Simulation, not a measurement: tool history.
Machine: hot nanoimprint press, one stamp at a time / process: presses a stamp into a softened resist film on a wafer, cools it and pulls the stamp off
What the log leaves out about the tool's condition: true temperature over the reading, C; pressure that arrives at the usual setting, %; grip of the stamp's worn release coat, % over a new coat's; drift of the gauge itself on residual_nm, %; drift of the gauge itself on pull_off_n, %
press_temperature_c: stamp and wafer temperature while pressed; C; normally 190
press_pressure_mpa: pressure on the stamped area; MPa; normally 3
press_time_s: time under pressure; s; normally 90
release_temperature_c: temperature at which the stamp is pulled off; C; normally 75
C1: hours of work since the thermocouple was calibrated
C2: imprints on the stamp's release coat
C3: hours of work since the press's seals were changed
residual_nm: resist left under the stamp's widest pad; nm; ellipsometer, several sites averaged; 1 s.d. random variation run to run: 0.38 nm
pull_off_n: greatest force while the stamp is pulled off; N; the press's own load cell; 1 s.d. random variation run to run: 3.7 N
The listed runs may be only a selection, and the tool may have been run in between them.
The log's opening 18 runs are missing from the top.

Run 19, hour 181.9: usual settings but press_temperature_c 199 C, press_time_s 64 s, release_temperature_c 74 C; C1 175; C2 663; C3 221. Result: residual_nm 215.1 nm, pull_off_n 196 N.
At hour 193.3: gauge calibrated.
Run 20, hour 195.4: usual settings but press_temperature_c 188 C, press_pressure_mpa 3.61 MPa, press_time_s 140 s, release_temperature_c 65 C; C1 180; C2 682; C3 226. Result: residual_nm 202.6 nm, pull_off_n 223 N.
Run 21, hour 206: usual settings but press_temperature_c 188 C, press_pressure_mpa 4.04 MPa, press_time_s 140 s, release_temperature_c 65 C; C1 184; C2 697; C3 231. Result: residual_nm 193 nm, pull_off_n 233 N.
Run 22, hour 215.8: usual settings but press_temperature_c 188 C, press_pressure_mpa 4.04 MPa, press_time_s 120 s, release_temperature_c 82 C; C1 188; C2 711; C3 235. Result: residual_nm 204.6 nm, pull_off_n 179 N.
Run 23, hour 226.5: usual settings but press_pressure_mpa 3.66 MPa, press_time_s 179 s; C1 193; C2 726; C3 239. Result: residual_nm 172.4 nm, pull_off_n 192 N.
Run 24, hour 236: usual settings but release_temperature_c 66 C; C1 197; C2 740; C3 243. Result: residual_nm 238.8 nm, pull_off_n 218 N.
Run 25, hour 249.5: usual settings but press_temperature_c 199 C, press_pressure_mpa 1.96 MPa, press_time_s 61 s, release_temperature_c 64 C; C1 202; C2 759; C3 249. Result: residual_nm 252.3 nm, pull_off_n 230 N.
Run 26, hour 259.5: usual settings but press_temperature_c 199 C, press_pressure_mpa 1.96 MPa, press_time_s 61 s, release_temperature_c 64 C; C1 206; C2 774; C3 253. Result: residual_nm 252.4 nm, pull_off_n 234 N.
Run 27, hour 271.2: usual settings but press_temperature_c 187 C, press_pressure_mpa 2.57 MPa, press_time_s 146 s, release_temperature_c 64 C; C1 211; C2 790; C3 257. Result: residual_nm 237.2 nm, pull_off_n 239 N.
Run 28, hour 283.2: usual settings but press_temperature_c 187 C, press_pressure_mpa 2.57 MPa, press_time_s 146 s, release_temperature_c 64 C; C1 216; C2 808; C3 262. Result: residual_nm 236.9 nm, pull_off_n 229 N.
Run 29, hour 292.8: usual settings but press_temperature_c 187 C, press_pressure_mpa 2.57 MPa, press_time_s 146 s, release_temperature_c 64 C; C1 220; C2 821; C3 266. Result: residual_nm 238.3 nm, pull_off_n 224 N.
Run 30, hour 302.8: usual settings but press_temperature_c 186 C, press_pressure_mpa 2.14 MPa, press_time_s 81 s, release_temperature_c 64 C; C1 224; C2 836; C3 270. Result: residual_nm 302.1 nm, pull_off_n 234 N.
Run 31, hour 316.4: usual settings but press_temperature_c 199 C, press_pressure_mpa 3.1 MPa, press_time_s 162 s, release_temperature_c 64 C; C1 230; C2 855; C3 276. Result: residual_nm 147.7 nm, pull_off_n 232 N.

Predict each of these 3 candidate next runs independently; none follows another, all start after run 31:
Run A, hour 323.7: usual settings but press_temperature_c 199 C, press_pressure_mpa 3.75 MPa, press_time_s 61 s, release_temperature_c 64 C; C1 233; C2 866; C3 279. Result: residual_nm ?, pull_off_n ?.
Run B, hour 323.7: usual settings but press_temperature_c 199 C, press_pressure_mpa 3.1 MPa, press_time_s 162 s, release_temperature_c 64 C; C1 233; C2 866; C3 279. Result: residual_nm ?, pull_off_n ?.
Run C, hour 323.7: usual settings but press_temperature_c 199 C, press_pressure_mpa 3.1 MPa, press_time_s 53 s; C1 233; C2 866; C3 279. Result: residual_nm ?, pull_off_n ?.

run  residual_nm  pull_off_n
  A        198.9         231
  B        147.6         233
  C        225.7         196
With the hidden condition removed and each run's random variation left untouched, the same runs would have given:
run  residual_nm  pull_off_n
  A        195.3         230
  B        144.9         231
  C        221.6         195

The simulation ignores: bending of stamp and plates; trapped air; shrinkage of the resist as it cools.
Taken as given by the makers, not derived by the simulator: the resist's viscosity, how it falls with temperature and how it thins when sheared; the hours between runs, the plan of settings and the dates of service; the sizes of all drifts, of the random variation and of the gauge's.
